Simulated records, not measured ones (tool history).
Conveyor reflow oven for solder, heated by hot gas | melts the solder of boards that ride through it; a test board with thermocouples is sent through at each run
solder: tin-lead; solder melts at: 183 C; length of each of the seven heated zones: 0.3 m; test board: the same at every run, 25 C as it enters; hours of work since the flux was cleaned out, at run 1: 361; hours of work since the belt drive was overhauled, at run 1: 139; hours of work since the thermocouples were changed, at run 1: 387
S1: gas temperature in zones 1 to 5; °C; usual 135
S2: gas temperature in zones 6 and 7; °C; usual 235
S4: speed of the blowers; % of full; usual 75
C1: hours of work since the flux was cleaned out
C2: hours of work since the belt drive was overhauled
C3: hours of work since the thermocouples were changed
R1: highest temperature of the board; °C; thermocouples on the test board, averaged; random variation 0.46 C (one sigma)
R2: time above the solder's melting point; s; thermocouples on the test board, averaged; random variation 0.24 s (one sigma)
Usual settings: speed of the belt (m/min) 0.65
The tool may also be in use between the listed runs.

{"run": 1, "hour": 0.0, "S1": 135, "S2": 235, "speed of the belt (m/min)": 0.65, "S4": 75, "C1": 361, "C2": 139, "C3": 387, "R1": 221, "R2": 43.2}
{"run": 2, "hour": 5.3, "S1": 135, "S2": 235, "speed of the belt (m/min)": 0.65, "S4": 75, "C1": 364, "C2": 142, "C3": 390, "R1": 221.4, "R2": 43.7}
{"run": 3, "hour": 10.8, "S1": 135, "S2": 235, "speed of the belt (m/min)": 0.65, "S4": 75, "C1": 367, "C2": 145, "C3": 393, "R1": 221.1, "R2": 43.7}
{"run": 4, "hour": 16.8, "S1": 135, "S2": 235, "speed of the belt (m/min)": 0.65, "S4": 75, "C1": 370, "C2": 148, "C3": 396, "R1": 222, "R2": 43.4}
{"run": 5, "hour": 23.6, "S1": 135, "S2": 225, "speed of the belt (m/min)": 0.65, "S4": 75, "C1": 373, "C2": 152, "C3": 400, "R1": 212.6, "R2": 39}
{"run": 6, "hour": 30.3, "S1": 135, "S2": 225, "speed of the belt (m/min)": 0.65, "S4": 75, "C1": 377, "C2": 155, "C3": 403, "R1": 212.2, "R2": 38.9}
{"run": 7, "hour": 36.7, "S1": 135, "S2": 225, "speed of the belt (m/min)": 0.65, "S4": 75, "C1": 380, "C2": 158, "C3": 407, "R1": 212.8, "R2": 39.4}
{"run": 8, "hour": 41.8, "S1": 135, "S2": 225, "speed of the belt (m/min)": 0.65, "S4": 75, "C1": 383, "C2": 161, "C3": 409, "R1": 212.4, "R2": 38.1}
{"run": 9, "hour": 50.1, "S1": 135, "S2": 225, "speed of the belt (m/min)": 0.65, "S4": 51, "C1": 387, "C2": 166, "C3": 414, "R1": 204.3, "R2": 30.8}
{"run": 10, "hour": 58.2, "S1": 135, "S2": 225, "speed of the belt (m/min)": 0.65, "S4": 51, "C1": 392, "C2": 170, "C3": 418, "R1": 204.9, "R2": 31}
{"run": 11, "hour": 62.1, "S1": 135, "S2": 225, "speed of the belt (m/min)": 0.65, "S4": 51, "C1": 394, "C2": 172, "C3": 420, "R1": 205.2, "R2": 31}
{"run": 12, "hour": 69.0, "S1": 138, "S2": 235, "speed of the belt (m/min)": 0.65, "S4": 75, "C1": 397, "C2": 175, "C3": 424, "R1": 221.4, "R2": 44.4}
{"run": 13, "hour": 76.5, "S1": 135, "S2": 235, "speed of the belt (m/min)": 0.65, "S4": 63, "C1": 401, "C2": 179, "C3": 428, "R1": 218.1, "R2": 40.6}
{"run": 14, "hour": 84.7, "S1": 135, "S2": 235, "speed of the belt (m/min)": 0.743, "S4": 63, "C1": 405, "C2": 184, "C3": 432, "R1": 212.6, "R2": 32.9}
{"run": 15, "hour": 91.9, "S1": 144, "S2": 235, "speed of the belt (m/min)": 0.65, "S4": 75, "C1": 409, "C2": 188, "C3": 436, "R1": 222.9, "R2": 46.3}
{"run": 16, "hour": 97.1, "S1": 135, "S2": 235, "speed of the belt (m/min)": 0.67, "S4": 75, "C1": 412, "C2": 190, "C3": 438, "R1": 220.8, "R2": 41.3}
{"hour": 105.4, "done": "flux residue cleaned out of gas plates and filters"}
{"run": 17, "hour": 109.8, "S1": 135, "S2": 235, "speed of the belt (m/min)": 0.67, "S4": 75, "C1": 2, "C2": 194, "C3": 443, "R1": 220.6, "R2": 41.6}
{"run": 18, "hour": 115.2, "S1": 122, "S2": 235, "speed of the belt (m/min)": 0.542, "S4": 89, "C1": 5, "C2": 197, "C3": 445, "R1": 228.4, "R2": 53.7}
{"run": 19, "hour": 121.6, "S1": 122, "S2": 235, "speed of the belt (m/min)": 0.542, "S4": 53, "C1": 9, "C2": 201, "C3": 449, "R1": 218, "R2": 45.8}
{"run": 20, "hour": 125.7, "S1": 122, "S2": 235, "speed of the belt (m/min)": 0.542, "S4": 53, "C1": 11, "C2": 203, "C3": 451, "R1": 218.5, "R2": 45.9}
{"run": 21, "hour": 129.8, "S1": 122, "S2": 235, "speed of the belt (m/min)": 0.542, "S4": 53, "C1": 13, "C2": 205, "C3": 453, "R1": 217.8, "R2": 46}
{"run": 22, "hour": 133.9, "S1": 126, "S2": 235, "speed of the belt (m/min)": 0.553, "S4": 75, "C1": 15, "C2": 207, "C3": 455, "R1": 225.6, "R2": 51.1}
{"run": 23, "hour": 139.3, "S1": 126, "S2": 235, "speed of the belt (m/min)": 0.553, "S4": 75, "C1": 18, "C2": 210, "C3": 458, "R1": 225.4, "R2": 51.5}
{"run": 24, "hour": 144.3, "S1": 139, "S2": 235, "speed of the belt (m/min)": 0.553, "S4": 81, "C1": 21, "C2": 213, "C3": 461, "R1": 227, "R2": 55.6}
{"run": 25, "hour": 152.3, "S1": 135, "S2": 235, "speed of the belt (m/min)": 0.65, "S4": 61, "C1": 25, "C2": 217, "C3": 465, "R1": 217.4, "R2": 40.4}
{"run": 26, "hour": 156.4, "S1": 135, "S2": 235, "speed of the belt (m/min)": 0.65, "S4": 61, "C1": 27, "C2": 219, "C3": 467, "R1": 217.3, "R2": 40.3}
{"run": 27, "hour": 162.2, "S1": 135, "S2": 233, "speed of the belt (m/min)": 0.586, "S4": 66, "C1": 30, "C2": 222, "C3": 470, "R1": 221.2, "R2": 47.4}
{"run": 28, "hour": 170.0, "S1": 135, "S2": 233, "speed of the belt (m/min)": 0.586, "S4": 66, "C1": 34, "C2": 226, "C3": 474, "R1": 220.1, "R2": 47.5}
{"run": 29, "hour": 177.2, "S1": 141, "S2": 233, "speed of the belt (m/min)": 0.586, "S4": 66, "C1": 38, "C2": 230, "C3": 478, "R1": 220.7, "R2": 49.9}
{"run": 30, "hour": 185.1, "S1": 135, "S2": 249, "speed of the belt (m/min)": 0.65, "S4": 75, "C1": 42, "C2": 234, "C3": 482, "R1": 234.1, "R2": 48.2}

5 ways to go on from here, each from the tool as it stands after run 30. What would each give?
{"run": "A", "hour": 190.2, "S1": 135, "S2": 226, "speed of the belt (m/min)": 0.65, "S4": 75, "C1": 45, "C2": 237, "C3": 485, "R1": "?", "R2": "?"}
{"run": "B", "hour": 190.2, "S1": 129, "S2": 232, "speed of the belt (m/min)": 0.65, "S4": 75, "C1": 45, "C2": 237, "C3": 485, "R1": "?", "R2": "?"}
{"run": "C", "hour": 190.2, "S1": 124, "S2": 235, "speed of the belt (m/min)": 0.65, "S4": 86, "C1": 45, "C2": 237, "C3": 485, "R1": "?", "R2": "?"}
{"run": "D", "hour": 190.2, "S1": 135, "S2": 249, "speed of the belt (m/min)": 0.593, "S4": 63, "C1": 45, "C2": 237, "C3": 485, "R1": "?", "R2": "?"}
{"run": "E", "hour": 190.2, "S1": 135, "S2": 249, "speed of the belt (m/min)": 0.65, "S4": 70, "C1": 45, "C2": 237, "C3": 485, "R1": "?", "R2": "?"}

run=A R1=212.9 R2=39.7
run=B R1=218.3 R2=40.7
run=C R1=223.3 R2=42.2
run=D R1=233.3 R2=53.1
run=E R1=232.6 R2=47.7
Without the tool's hidden state the same runs would have given:
run=A R1=212.9 R2=39.7
run=B R1=218.3 R2=40.6
run=C R1=223.2 R2=42.2
run=D R1=233.3 R2=53
run=E R1=232.6 R2=47.7

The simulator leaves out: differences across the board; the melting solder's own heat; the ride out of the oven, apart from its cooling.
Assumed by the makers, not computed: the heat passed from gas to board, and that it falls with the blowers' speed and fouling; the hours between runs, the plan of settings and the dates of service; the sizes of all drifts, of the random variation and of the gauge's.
